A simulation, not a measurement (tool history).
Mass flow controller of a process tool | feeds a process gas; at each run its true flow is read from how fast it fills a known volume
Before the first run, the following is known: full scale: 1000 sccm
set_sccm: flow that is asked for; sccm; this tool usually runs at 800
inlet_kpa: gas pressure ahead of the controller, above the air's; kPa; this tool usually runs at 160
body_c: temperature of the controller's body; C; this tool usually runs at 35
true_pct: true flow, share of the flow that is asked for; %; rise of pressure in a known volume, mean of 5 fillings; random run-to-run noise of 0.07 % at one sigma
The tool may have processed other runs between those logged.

{"run": 1, "day": 0.0, "set_sccm": 800, "inlet_kpa": 160, "body_c": 35, "true_pct": 99.0}
{"run": 2, "day": 2.958, "set_sccm": 800, "inlet_kpa": 160, "body_c": 35, "true_pct": 99.03}
{"run": 3, "day": 6.958, "set_sccm": 100, "inlet_kpa": 160, "body_c": 35, "true_pct": 97.07}
{"run": 4, "day": 9.188, "set_sccm": 100, "inlet_kpa": 160, "body_c": 35, "true_pct": 96.94}
{"run": 5, "day": 12.354, "set_sccm": 100, "inlet_kpa": 160, "body_c": 30, "true_pct": 97.58}
{"run": 6, "day": 16.017, "set_sccm": 100, "inlet_kpa": 160, "body_c": 30, "true_pct": 97.65}
{"run": 7, "day": 19.046, "set_sccm": 100, "inlet_kpa": 160, "body_c": 30, "true_pct": 97.79}
{"run": 8, "day": 21.654, "set_sccm": 304, "inlet_kpa": 160, "body_c": 35, "true_pct": 98.25}
{"run": 9, "day": 23.875, "set_sccm": 304, "inlet_kpa": 160, "body_c": 35, "true_pct": 98.32}
{"run": 10, "day": 26.892, "set_sccm": 304, "inlet_kpa": 160, "body_c": 35, "true_pct": 98.42}
{"run": 11, "day": 30.688, "set_sccm": 304, "inlet_kpa": 160, "body_c": 35, "true_pct": 98.5}
{"run": 12, "day": 33.238, "set_sccm": 800, "inlet_kpa": 160, "body_c": 34, "true_pct": 100.32}
{"run": 13, "day": 35.083, "set_sccm": 800, "inlet_kpa": 203, "body_c": 35, "true_pct": 100.05}
{"run": 14, "day": 37.2, "set_sccm": 410, "inlet_kpa": 160, "body_c": 35, "true_pct": 99.05}
{"run": 15, "day": 39.042, "set_sccm": 800, "inlet_kpa": 160, "body_c": 40, "true_pct": 100.12}
{"run": 16, "day": 42.108, "set_sccm": 800, "inlet_kpa": 160, "body_c": 40, "true_pct": 100.19}
{"run": 17, "day": 46.158, "set_sccm": 800, "inlet_kpa": 160, "body_c": 40, "true_pct": 100.31}
{"run": 18, "day": 48.029, "set_sccm": 800, "inlet_kpa": 160, "body_c": 35, "true_pct": 100.81}
{"run": 19, "day": 50.362, "set_sccm": 800, "inlet_kpa": 160, "body_c": 35, "true_pct": 100.82}
{"run": 20, "day": 53.867, "set_sccm": 612, "inlet_kpa": 160, "body_c": 35, "true_pct": 100.28}
{"run": 21, "day": 56.042, "set_sccm": 612, "inlet_kpa": 160, "body_c": 35, "true_pct": 100.45}
{"run": 22, "day": 60.392, "set_sccm": 612, "inlet_kpa": 160, "body_c": 35, "true_pct": 100.63}
{"run": 23, "day": 64.892, "set_sccm": 612, "inlet_kpa": 160, "body_c": 35, "true_pct": 100.62}
{"day": 66.871, "done": "gauge calibrated"}
{"run": 24, "day": 67.533, "set_sccm": 612, "inlet_kpa": 160, "body_c": 35, "true_pct": 98.38}
{"run": 25, "day": 69.8, "set_sccm": 612, "inlet_kpa": 160, "body_c": 35, "true_pct": 98.38}
{"run": 26, "day": 73.596, "set_sccm": 213, "inlet_kpa": 187, "body_c": 33, "true_pct": 97.32}
{"run": 27, "day": 76.946, "set_sccm": 410, "inlet_kpa": 256, "body_c": 35, "true_pct": 97.64}
{"run": 28, "day": 80.688, "set_sccm": 410, "inlet_kpa": 256, "body_c": 35, "true_pct": 97.66}
{"run": 29, "day": 84.125, "set_sccm": 410, "inlet_kpa": 256, "body_c": 35, "true_pct": 97.89}
{"run": 30, "day": 86.646, "set_sccm": 373, "inlet_kpa": 244, "body_c": 25, "true_pct": 98.5}
{"run": 31, "day": 88.804, "set_sccm": 112, "inlet_kpa": 163, "body_c": 23, "true_pct": 98.31}
{"run": 32, "day": 91.412, "set_sccm": 112, "inlet_kpa": 163, "body_c": 23, "true_pct": 98.48}
{"run": 33, "day": 94.542, "set_sccm": 900, "inlet_kpa": 263, "body_c": 23, "true_pct": 100.51}
{"run": 34, "day": 98.829, "set_sccm": 900, "inlet_kpa": 263, "body_c": 23, "true_pct": 100.63}
{"run": 35, "day": 101.696, "set_sccm": 800, "inlet_kpa": 160, "body_c": 32, "true_pct": 100.44}
{"run": 36, "day": 105.096, "set_sccm": 639, "inlet_kpa": 214, "body_c": 28, "true_pct": 100.06}
{"run": 37, "day": 107.758, "set_sccm": 364, "inlet_kpa": 160, "body_c": 21, "true_pct": 99.89}
{"run": 38, "day": 110.033, "set_sccm": 364, "inlet_kpa": 180, "body_c": 21, "true_pct": 99.87}
{"run": 39, "day": 114.079, "set_sccm": 364, "inlet_kpa": 204, "body_c": 28, "true_pct": 99.61}
{"run": 40, "day": 118.512, "set_sccm": 514, "inlet_kpa": 204, "body_c": 30, "true_pct": 100.02}
{"run": 41, "day": 121.046, "set_sccm": 141, "inlet_kpa": 172, "body_c": 32, "true_pct": 99.08}
{"day": 121.433, "done": "controller's zero set anew"}
{"run": 42, "day": 124.979, "set_sccm": 968, "inlet_kpa": 248, "body_c": 39, "true_pct": 101.01}
{"run": 43, "day": 129.488, "set_sccm": 113, "inlet_kpa": 278, "body_c": 35, "true_pct": 98.61}
{"run": 44, "day": 132.008, "set_sccm": 113, "inlet_kpa": 278, "body_c": 35, "true_pct": 98.58}
{"run": 45, "day": 134.188, "set_sccm": 213, "inlet_kpa": 168, "body_c": 35, "true_pct": 99.51}
{"run": 46, "day": 138.596, "set_sccm": 213, "inlet_kpa": 168, "body_c": 35, "true_pct": 99.62}
{"run": 47, "day": 142.958, "set_sccm": 213, "inlet_kpa": 168, "body_c": 35, "true_pct": 99.9}
{"run": 48, "day": 145.233, "set_sccm": 213, "inlet_kpa": 168, "body_c": 25, "true_pct": 100.37}

Predict each of these 4 candidate next runs independently; none follows another, all start after run 48:
{"run": "A", "day": 148.692, "set_sccm": 800, "inlet_kpa": 160, "body_c": 25, "true_pct": "?"}
{"run": "B", "day": 148.692, "set_sccm": 800, "inlet_kpa": 252, "body_c": 35, "true_pct": "?"}
{"run": "C", "day": 148.692, "set_sccm": 454, "inlet_kpa": 248, "body_c": 25, "true_pct": "?"}
{"run": "D", "day": 148.692, "set_sccm": 800, "inlet_kpa": 252, "body_c": 35, "true_pct": "?"}

run=A true_pct=102.55
run=B true_pct=101.47
run=C true_pct=100.97
run=D true_pct=101.55
Without the tool's unlogged condition, the same runs would have read:
run=A true_pct=99.53
run=B true_pct=98.48
run=C true_pct=98.00
run=D true_pct=98.57

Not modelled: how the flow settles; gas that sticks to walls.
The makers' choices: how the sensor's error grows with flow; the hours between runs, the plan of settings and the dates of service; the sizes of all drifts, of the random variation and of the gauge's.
